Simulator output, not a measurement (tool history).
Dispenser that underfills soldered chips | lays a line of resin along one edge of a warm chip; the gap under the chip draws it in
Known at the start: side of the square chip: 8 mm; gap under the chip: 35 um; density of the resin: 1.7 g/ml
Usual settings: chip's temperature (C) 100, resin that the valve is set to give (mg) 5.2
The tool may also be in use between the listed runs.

run   hour  chip's temperature (C)  resin that the valve is set to give (mg)  time until the resin shows at the far edge (s)  resin that the valve gave (mg)
  1      0                     100                                       5.2                                           185.8                            5.04
  2    6.9                     101                                       5.2                                           120.8                            5.01
  3   14.6                     101                                       5.2                                           154.1                            4.95
  4   23.8                     106                                       5.2                                            91.4                            4.99
  5   33.3                     100                                       5.2                                           153.8                            4.94
  6   42.3                     100                                      6.65                                           191.8                            6.32
  7   52.5                     100                                      6.65                                           141.3                            6.26
  8   60.5                     100                                      6.65                                           178.5                             6.3
  9   70.1                     100                                      6.65                                           126.4                            6.24
 10   84.4                     100                                      6.65                                           105.9                            6.62
 11   95.1                     100                                      6.65                                           149.6                             6.6
 12  108.4                     100                                      6.65                                           123.8                            6.58
 13  120.8                     100                                      6.65                                           185.4                             6.5
 14  127.2                     100                                      6.65                                           115.4                             6.5
 15  134.4                      94                                      6.55                                           181.3                            6.39
 16  140.7                      85                                      4.75                                           334.3                            4.61
 17  149.4                      90                                      4.94                                           190.5                            4.77
 18    161                      90                                      4.94                                           280.4                            4.74
 19  171.5                      88                                       5.2                                           219.1                            5.01
 20  178.5                      88                                       5.2                                           273.8                            5.02
 21  189.9                      90                                      6.79                                           193.4                            6.51
 22  195.5                     108                                      6.51                                           118.2                            6.19
 23  207.8                      96                                      5.03                                             156                            4.75
 24    218                      93                                      6.68                                           222.5                             6.3

Not shown: 12 entries that the log had between the listed runs. Between which runs, and how does the tool's hidden state differ before and after?
Between runs 1 and 2: new syringe of resin (hour 3.6)
  resin's viscosity, % of fresh resin's: 168.1 -> 112.8; dose that the valve gives, % of what is set: 96.82 -> 96.56; true chip temperature over the reading, C: 1.42 -> 1.45
  measured less the result without the state, time until the resin shows at the far edge (s): +70.3 -> +8.9; resin that the valve gave (mg): -0.17 -> -0.18
Between runs 3 and 4: new syringe of resin (hour 23.5)
  resin's viscosity, % of fresh resin's: 144 -> 101.1; dose that the valve gives, % of what is set: 96.22 -> 95.89; true chip temperature over the reading, C: 1.48 -> 1.52
  measured less the result without the state, time until the resin shows at the far edge (s): +42.3 -> -2.9; resin that the valve gave (mg): -0.19 -> -0.21
Between runs 6 and 7: new syringe of resin (hour 43.9)
  resin's viscosity, % of fresh resin's: 181.2 -> 129.7; dose that the valve gives, % of what is set: 95.2 -> 94.78; true chip temperature over the reading, C: 1.6 -> 1.64
  measured less the result without the state, time until the resin shows at the far edge (s): +80 -> +26.2; resin that the valve gave (mg): -0.31 -> -0.35
Between runs 8 and 9: new syringe of resin (hour 63.9)
  resin's viscosity, % of fresh resin's: 167.3 -> 120.4; dose that the valve gives, % of what is set: 94.46 -> 94.07; true chip temperature over the reading, C: 1.68 -> 1.71
  measured less the result without the state, time until the resin shows at the far edge (s): +65.7 -> +15.3; resin that the valve gave (mg): -0.36 -> -0.39
Between runs 9 and 10: dispensing valve cleaned and set on the balance (hour 80.5); new syringe of resin (hour 84.3)
  resin's viscosity, % of fresh resin's: 120.4 -> 100.5; dose that the valve gives, % of what is set: 94.07 -> 99.72; true chip temperature over the reading, C: 1.71 -> 1.77
  measured less the result without the state, time until the resin shows at the far edge (s): +15.3 -> -6.5; resin that the valve gave (mg): -0.39 -> -0.02
Between runs 11 and 12: new syringe of resin (hour 104.2)
  resin's viscosity, % of fresh resin's: 140.9 -> 117.4; dose that the valve gives, % of what is set: 99.28 -> 98.76; true chip temperature over the reading, C: 1.82 -> 1.88
  measured less the result without the state, time until the resin shows at the far edge (s): +36.3 -> +11; resin that the valve gave (mg): -0.05 -> -0.08
Between runs 13 and 14: new syringe of resin (hour 124.3)
  resin's viscosity, % of fresh resin's: 173.7 -> 109.8; dose that the valve gives, % of what is set: 98.23 -> 98; true chip temperature over the reading, C: 1.93 -> 1.96
  measured less the result without the state, time until the resin shows at the far edge (s): +71 -> +2.7; resin that the valve gave (mg): -0.11 -> -0.13
Between runs 16 and 17: new syringe of resin (hour 143.6)
  resin's viscosity, % of fresh resin's: 168.2 -> 120.6; dose that the valve gives, % of what is set: 97.43 -> 97.06; true chip temperature over the reading, C: 2.01 -> 2.05
  measured less the result without the state, time until the resin shows at the far edge (s): +121.3 -> +21.3; resin that the valve gave (mg): -0.12 -> -0.14
Between runs 18 and 19: new syringe of resin (hour 163.1)
  resin's viscosity, % of fresh resin's: 174 -> 128.3; dose that the valve gives, % of what is set: 96.6 -> 96.22; true chip temperature over the reading, C: 2.1 -> 2.14
  measured less the result without the state, time until the resin shows at the far edge (s): +107.8 -> +35.4; resin that the valve gave (mg): -0.17 -> -0.19
Between runs 20 and 21: new syringe of resin (hour 182.5)
  resin's viscosity, % of fresh resin's: 159.7 -> 125; dose that the valve gives, % of what is set: 95.92 -> 95.48; true chip temperature over the reading, C: 2.17 -> 2.22
  measured less the result without the state, time until the resin shows at the far edge (s): +89.4 -> +25.6; resin that the valve gave (mg): -0.21 -> -0.31
Between runs 22 and 23: new syringe of resin (hour 202.5)
  resin's viscosity, % of fresh resin's: 148.8 -> 120.4; dose that the valve gives, % of what is set: 95.27 -> 94.76; true chip temperature over the reading, C: 2.24 -> 2.29
  measured less the result without the state, time until the resin shows at the far edge (s): +32.8 -> +17.2; resin that the valve gave (mg): -0.31 -> -0.26
